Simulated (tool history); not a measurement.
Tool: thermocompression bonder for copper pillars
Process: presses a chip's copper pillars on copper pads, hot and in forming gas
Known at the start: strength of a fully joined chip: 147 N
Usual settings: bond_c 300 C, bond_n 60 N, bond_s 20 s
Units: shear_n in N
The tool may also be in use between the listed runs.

Run 1, hour 0.0: usual settings. Result: shear_n 81.8 N.
Run 2, hour 7.5: usual settings. Result: shear_n 82.4 N.
Run 3, hour 16.2: usual settings. Result: shear_n 80.3 N.
Run 4, hour 30.2: usual settings. Result: shear_n 81.7 N.
Run 5, hour 43.7: usual settings. Result: shear_n 79.6 N.
Run 6, hour 52.1: usual settings. Result: shear_n 79.5 N.
At hour 60.2: forming gas filter changed.
Run 7, hour 60.4: usual settings but bond_n 83 N. Result: shear_n 108.3 N.
Run 8, hour 68.4: usual settings. Result: shear_n 86.4 N.
Run 9, hour 82.1: usual settings but bond_c 288 C. Result: shear_n 80.1 N.
Run 10, hour 88.4: usual settings but bond_c 288 C. Result: shear_n 78.1 N.
Run 11, hour 103.0: usual settings but bond_c 288 C, bond_n 57 N, bond_s 38 s. Result: shear_n 89.6 N.
Run 12, hour 117.8: usual settings but bond_c 319 C, bond_n 89 N, bond_s 37 s. Result: shear_n 136.7 N.
Run 13, hour 131.2: usual settings but bond_c 318 C, bond_n 39 N, bond_s 15 s. Result: shear_n 67.4 N.
Run 14, hour 143.4: usual settings but bond_c 280 C, bond_n 46 N, bond_s 21 s. Result: shear_n 57.1 N.
Run 15, hour 155.8: usual settings but bond_c 280 C, bond_n 85 N. Result: shear_n 92.5 N.
Run 16, hour 164.7: usual settings but bond_c 280 C, bond_n 85 N. Result: shear_n 92.7 N.
Run 17, hour 172.1: usual settings but bond_c 321 C, bond_n 40 N. Result: shear_n 76.4 N.
Run 18, hour 184.3: usual settings but bond_c 321 C, bond_n 40 N. Result: shear_n 75.4 N.
Run 19, hour 192.7: usual settings but bond_c 321 C, bond_n 40 N. Result: shear_n 75.9 N.

Forecast each of these 5 alternatives for the next run:
Run A, hour 207.0: usual settings but bond_c 321 C, bond_n 43 N, bond_s 10 s. Result: shear_n ?.
Run B, hour 207.0: usual settings but bond_c 293 C, bond_n 43 N, bond_s 15 s. Result: shear_n ?.
Run C, hour 207.0: usual settings but bond_n 40 N. Result: shear_n ?.
Run D, hour 207.0: usual settings but bond_s 37 s. Result: shear_n ?.
Run E, hour 207.0: usual settings but bond_c 302 C, bond_n 53 N. Result: shear_n ?.

run  shear_n
  A     63.3
  B     53.2
  C     60.8
  D    103.2
  E     78.2
Without the tool's hidden state the same runs would have given:
run  shear_n
  A     69.3
  B     59.0
  C     66.9
  D    110.9
  E     85.3
